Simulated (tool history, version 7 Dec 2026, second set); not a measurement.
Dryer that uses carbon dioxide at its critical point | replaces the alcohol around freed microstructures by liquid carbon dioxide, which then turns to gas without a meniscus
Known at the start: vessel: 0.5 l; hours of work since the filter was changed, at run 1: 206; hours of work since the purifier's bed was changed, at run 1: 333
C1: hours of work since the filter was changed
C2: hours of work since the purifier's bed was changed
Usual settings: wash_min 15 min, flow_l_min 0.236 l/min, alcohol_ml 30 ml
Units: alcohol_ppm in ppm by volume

{"run": 1, "hour": 0.0, "wash_min": 15, "flow_l_min": 0.236, "alcohol_ml": 30, "C1": 206, "C2": 333, "alcohol_ppm": 174}
{"run": 2, "hour": 11.4, "wash_min": 23, "flow_l_min": 0.236, "alcohol_ml": 30, "C1": 211, "C2": 338, "alcohol_ppm": 60}
{"run": 3, "hour": 23.7, "wash_min": 23, "flow_l_min": 0.236, "alcohol_ml": 30, "C1": 217, "C2": 343, "alcohol_ppm": 53}
{"run": 4, "hour": 42.1, "wash_min": 23, "flow_l_min": 0.236, "alcohol_ml": 30, "C1": 225, "C2": 352, "alcohol_ppm": 63}
{"run": 5, "hour": 54.7, "wash_min": 23, "flow_l_min": 0.236, "alcohol_ml": 30, "C1": 231, "C2": 358, "alcohol_ppm": 69}
{"run": 6, "hour": 72.4, "wash_min": 15, "flow_l_min": 0.236, "alcohol_ml": 30, "C1": 239, "C2": 366, "alcohol_ppm": 201}
{"run": 7, "hour": 90.2, "wash_min": 15, "flow_l_min": 0.236, "alcohol_ml": 30, "C1": 247, "C2": 374, "alcohol_ppm": 191}
{"run": 8, "hour": 99.6, "wash_min": 15, "flow_l_min": 0.236, "alcohol_ml": 30, "C1": 251, "C2": 378, "alcohol_ppm": 188}
{"run": 9, "hour": 120.8, "wash_min": 15, "flow_l_min": 0.236, "alcohol_ml": 30, "C1": 261, "C2": 388, "alcohol_ppm": 193}
{"run": 10, "hour": 136.0, "wash_min": 15, "flow_l_min": 0.236, "alcohol_ml": 30, "C1": 268, "C2": 395, "alcohol_ppm": 212}
{"run": 11, "hour": 156.6, "wash_min": 15, "flow_l_min": 0.236, "alcohol_ml": 30, "C1": 277, "C2": 404, "alcohol_ppm": 198}
{"run": 12, "hour": 171.3, "wash_min": 15, "flow_l_min": 0.236, "alcohol_ml": 30, "C1": 284, "C2": 411, "alcohol_ppm": 202}
{"run": 13, "hour": 180.6, "wash_min": 15, "flow_l_min": 0.236, "alcohol_ml": 30, "C1": 288, "C2": 415, "alcohol_ppm": 212}
{"run": 14, "hour": 197.5, "wash_min": 15, "flow_l_min": 0.236, "alcohol_ml": 30, "C1": 296, "C2": 423, "alcohol_ppm": 214}
{"run": 15, "hour": 211.3, "wash_min": 15, "flow_l_min": 0.236, "alcohol_ml": 117, "C1": 302, "C2": 429, "alcohol_ppm": 618}
{"run": 16, "hour": 230.0, "wash_min": 23, "flow_l_min": 0.225, "alcohol_ml": 30, "C1": 311, "C2": 438, "alcohol_ppm": 82}
{"run": 17, "hour": 245.2, "wash_min": 11, "flow_l_min": 0.214, "alcohol_ml": 45, "C1": 318, "C2": 445, "alcohol_ppm": 1702}
{"run": 18, "hour": 262.3, "wash_min": 10, "flow_l_min": 0.36, "alcohol_ml": 45, "C1": 326, "C2": 453, "alcohol_ppm": 289}
{"run": 19, "hour": 281.0, "wash_min": 20, "flow_l_min": 0.176, "alcohol_ml": 51, "C1": 334, "C2": 461, "alcohol_ppm": 318}
{"run": 20, "hour": 303.3, "wash_min": 15, "flow_l_min": 0.242, "alcohol_ml": 70, "C1": 345, "C2": 471, "alcohol_ppm": 387}
{"run": 21, "hour": 316.7, "wash_min": 16, "flow_l_min": 0.236, "alcohol_ml": 36, "C1": 351, "C2": 477, "alcohol_ppm": 196}
{"run": 22, "hour": 338.4, "wash_min": 9, "flow_l_min": 0.305, "alcohol_ml": 53, "C1": 361, "C2": 487, "alcohol_ppm": 1213}
{"run": 23, "hour": 349.0, "wash_min": 9, "flow_l_min": 0.316, "alcohol_ml": 27, "C1": 365, "C2": 492, "alcohol_ppm": 565}
{"run": 24, "hour": 363.4, "wash_min": 20, "flow_l_min": 0.338, "alcohol_ml": 32, "C1": 372, "C2": 499, "alcohol_ppm": 90}
{"run": 25, "hour": 378.1, "wash_min": 16, "flow_l_min": 0.395, "alcohol_ml": 92, "C1": 379, "C2": 505, "alcohol_ppm": 88}
{"run": 26, "hour": 391.6, "wash_min": 16, "flow_l_min": 0.191, "alcohol_ml": 26, "C1": 385, "C2": 512, "alcohol_ppm": 385}
{"run": 27, "hour": 406.3, "wash_min": 16, "flow_l_min": 0.191, "alcohol_ml": 26, "C1": 392, "C2": 518, "alcohol_ppm": 383}
{"run": 28, "hour": 427.4, "wash_min": 16, "flow_l_min": 0.267, "alcohol_ml": 26, "C1": 401, "C2": 528, "alcohol_ppm": 130}
{"run": 29, "hour": 449.7, "wash_min": 16, "flow_l_min": 0.267, "alcohol_ml": 26, "C1": 411, "C2": 538, "alcohol_ppm": 133}

5 ways to go on from here, each from the tool as it stands after run 29. What would each give?
{"run": "A", "hour": 461.5, "wash_min": 14, "flow_l_min": 0.236, "alcohol_ml": 26, "C1": 417, "C2": 544, "alcohol_ppm": "?"}
{"run": "B", "hour": 461.5, "wash_min": 17, "flow_l_min": 0.368, "alcohol_ml": 21, "C1": 417, "C2": 544, "alcohol_ppm": "?"}
{"run": "C", "hour": 461.5, "wash_min": 17, "flow_l_min": 0.276, "alcohol_ml": 63, "C1": 417, "C2": 544, "alcohol_ppm": "?"}
{"run": "D", "hour": 461.5, "wash_min": 18, "flow_l_min": 0.15, "alcohol_ml": 92, "C1": 417, "C2": 544, "alcohol_ppm": "?"}
{"run": "E", "hour": 461.5, "wash_min": 16, "flow_l_min": 0.267, "alcohol_ml": 28, "C1": 417, "C2": 544, "alcohol_ppm": "?"}

run=A alcohol_ppm=297
run=B alcohol_ppm=86
run=C alcohol_ppm=154
run=D alcohol_ppm=2061
run=E alcohol_ppm=130
Without the tool's hidden state the same runs would have given:
run=A alcohol_ppm=98
run=B alcohol_ppm=3
run=C alcohol_ppm=31
run=D alcohol_ppm=1037
run=E alcohol_ppm=17
